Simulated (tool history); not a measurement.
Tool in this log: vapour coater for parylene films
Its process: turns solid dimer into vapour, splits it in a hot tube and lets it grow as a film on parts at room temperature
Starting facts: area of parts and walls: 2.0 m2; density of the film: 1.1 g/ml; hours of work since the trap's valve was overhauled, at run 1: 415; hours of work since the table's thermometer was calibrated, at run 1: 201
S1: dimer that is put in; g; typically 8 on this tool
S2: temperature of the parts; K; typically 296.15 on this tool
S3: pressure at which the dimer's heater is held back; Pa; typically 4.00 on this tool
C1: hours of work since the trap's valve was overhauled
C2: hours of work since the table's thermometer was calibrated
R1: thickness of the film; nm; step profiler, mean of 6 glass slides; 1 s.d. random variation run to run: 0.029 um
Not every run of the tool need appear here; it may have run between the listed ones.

run   hour  S1      S2     S3   C1   C2    R1
  1    0.0   8  296.15   4.00  415  201  2270
  2   14.6   8  296.15   4.00  424  210  2270
  3   27.1   8  296.15   4.00  431  217  2190
  4   39.0   8  296.15   4.00  439  225  2220
  5   51.6   8  296.15   4.00  446  233  2240
  6   73.5   8  296.15   4.00  460  246  2280
  7   97.0   8  296.15   4.00  474  261  2250
  8  119.4   8  296.15   4.00  488  274  2240
  9  140.8   8  296.15   4.00  501  288  2180
 10  153.6   8  296.15   4.00  509  295  2170
 11  182.2   8  296.15   4.00  527  313  2180
     199.2  -- trap's valve overhauled
 12  202.5   8  296.15   4.00    2  323  2600
 13  217.2   8  296.15   4.00   11  332  2610
 14  233.2   8  296.15   4.00   21  342  2530
 15  258.3   8  296.15   4.00   36  358  2550
 16  277.9   8  296.15   4.00   49  370  2530
 17  297.2   8  296.15   4.00   60  382  2510
 18  308.8   8  296.15   4.00   68  389  2550
 19  334.4   8  296.15   8.59   83  405  2330
 20  353.7   8  296.15   8.59   95  416  2360
 21  373.5   8  296.15   8.59  107  429  2370
 22  389.9   3  295.15   7.00  118  439   950
 23  401.5   6  300.15   2.10  125  446  1610
 24  428.8   3  300.15   2.10  142  463   850
 25  450.9   8  296.15   7.80  155  476  2370
 26  462.8   8  288.15   8.53  163  484  3270
 27  480.3   4  297.15   2.40  173  495  1190
 28  507.9   4  295.15   2.52  190  512  1320
 29  523.7   6  293.15   3.64  200  521  2040
 30  542.0   6  293.15   3.64  211  533  2100
 31  554.2   6  293.15   3.64  219  540  2070
 32  582.3  11  296.15   5.90  236  557  3210
 33  601.4  11  295.15   4.38  248  569  3440
 34  626.3   6  298.15   8.50  263  585  1550
 35  639.6  12  299.15   4.63  272  593  3100
 36  665.9  11  301.15  11.59  288  609  2360

Consider 3 possible next runs. They are alternatives, not a sequence: every one starts from the tool as it was left by run 36. What does each give?
  A  684.3   3  296.15  5.91  299  620   ?
  B  684.3  11  301.15  7.83  299  620   ?
  C  684.3   7  292.15  2.93  299  620   ?

run    R1
  A   840
  B  2500
  C  2500
With no hidden state in the tool, these same runs would have given:
run    R1
  A   920
  B  2740
  C  2750

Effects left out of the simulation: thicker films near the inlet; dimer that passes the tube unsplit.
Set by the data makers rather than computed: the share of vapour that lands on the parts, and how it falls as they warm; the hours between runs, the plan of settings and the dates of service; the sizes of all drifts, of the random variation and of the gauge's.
